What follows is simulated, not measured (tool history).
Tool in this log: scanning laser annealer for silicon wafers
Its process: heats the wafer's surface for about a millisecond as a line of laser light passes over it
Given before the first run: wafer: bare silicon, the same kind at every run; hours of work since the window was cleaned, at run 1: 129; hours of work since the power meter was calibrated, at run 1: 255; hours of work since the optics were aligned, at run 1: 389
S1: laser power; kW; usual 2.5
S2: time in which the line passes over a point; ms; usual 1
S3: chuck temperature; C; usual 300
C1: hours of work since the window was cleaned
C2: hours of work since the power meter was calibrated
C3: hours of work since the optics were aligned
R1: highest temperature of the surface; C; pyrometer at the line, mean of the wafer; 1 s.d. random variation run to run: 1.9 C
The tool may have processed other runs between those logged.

| run | hour | S1 | S2 | S3 | C1 | C2 | C3 | R1 |
|---|---|---|---|---|---|---|---|---|
| 1 | 0 | 2.5 | 1 | 300 | 129 | 255 | 389 | 1093 |
| 2 | 14.1 | 2.5 | 1 | 300 | 140 | 266 | 399 | 1090 |
| 3 | 21.1 | 2.5 | 1 | 331 | 145 | 271 | 404 | 1123 |
| 4 | 31.5 | 2.553 | 1 | 300 | 153 | 279 | 412 | 1113 |
| 5 | 45 | 2.553 | 1 | 300 | 163 | 289 | 422 | 1110 |
| 6 | 61.7 | 2.5 | 1 | 300 | 175 | 301 | 435 | 1088 |
| 7 | 76.9 | 2.5 | 1 | 300 | 187 | 312 | 446 | 1087 |
| 8 | 85.9 | 2.5 | 0.97 | 300 | 193 | 319 | 452 | 1075 |
| 9 | 92.9 | 2.5 | 1 | 300 | 198 | 324 | 458 | 1085 |
| 10 | 103.1 | 2.5 | 1.05 | 300 | 206 | 332 | 465 | 1102 |
| 11 | 116.6 | 2.227 | 1 | 300 | 216 | 342 | 475 | 974 |
| 12 | 128.8 | 2.5 | 1 | 333 | 225 | 351 | 484 | 1117 |
| 13 | 145.3 | 2.5 | 1 | 333 | 237 | 363 | 497 | 1116 |
| 14 | 153.2 | 2.5 | 0.98 | 300 | 243 | 369 | 502 | 1072 |
| 15 | 165.1 | 2.5 | 0.98 | 300 | 252 | 378 | 511 | 1075 |
| 16 | 176.5 | 2.261 | 1 | 300 | 260 | 386 | 520 | 983 |
| 17 | 184.5 | 2.522 | 0.92 | 312 | 266 | 392 | 526 | 1069 |
| 18 | 194.8 | 2.516 | 1.02 | 284 | 274 | 400 | 533 | 1078 |
| 19 | 208.2 | 2.388 | 1 | 331 | 284 | 410 | 543 | 1063 |
| 20 | 219.3 | 2.388 | 0.77 | 331 | 292 | 418 | 551 | 963 |
| 21 | 234.6 | 2.388 | 0.77 | 331 | 303 | 429 | 563 | 964 |
| 22 | 251.1 | 2.742 | 1.07 | 297 | 316 | 442 | 575 | 1202 |
| 23 | 263.8 | 2.742 | 1.07 | 297 | 325 | 451 | 584 | 1203 |
| 24 | 279.5 | 2.5 | 1 | 326 | 337 | 463 | 596 | 1099 |
| 25 | 288.9 | 2.385 | 0.84 | 304 | 344 | 470 | 603 | 965 |
| 26 | 300.7 | 2.198 | 0.71 | 275 | 352 | 478 | 612 | 816 |
| 27 | 312.4 | 2.198 | 0.71 | 275 | 361 | 487 | 621 | 816 |
| 28 | 323.8 | 2.498 | 0.98 | 315 | 370 | 496 | 629 | 1075 |
| 29 | 339.5 | 2.175 | 1.06 | 300 | 381 | 507 | 641 | 964 |
| 30 | 354.9 | 2.175 | 0.83 | 277 | 393 | 519 | 652 | 854 |

Predict each of these 5 candidate next runs independently; none follows another, all start after run 30:
| A | 368.3 | 2.431 | 0.82 | 314 | 403 | 529 | 662 | ? |
| B | 368.3 | 2.5 | 0.92 | 300 | 403 | 529 | 662 | ? |
| C | 368.3 | 2.517 | 1.17 | 300 | 403 | 529 | 662 | ? |
| D | 368.3 | 2.5 | 1 | 323 | 403 | 529 | 662 | ? |
| E | 368.3 | 2.196 | 0.96 | 277 | 403 | 529 | 662 | ? |

| run | R1 |
|---|---|
| A | 976 |
| B | 1034 |
| C | 1144 |
| D | 1091 |
| E | 911 |
Without the tool's unlogged condition, the same runs would have read:
| run | R1 |
|---|---|
| A | 1017 |
| B | 1080 |
| C | 1196 |
| D | 1139 |
| E | 951 |
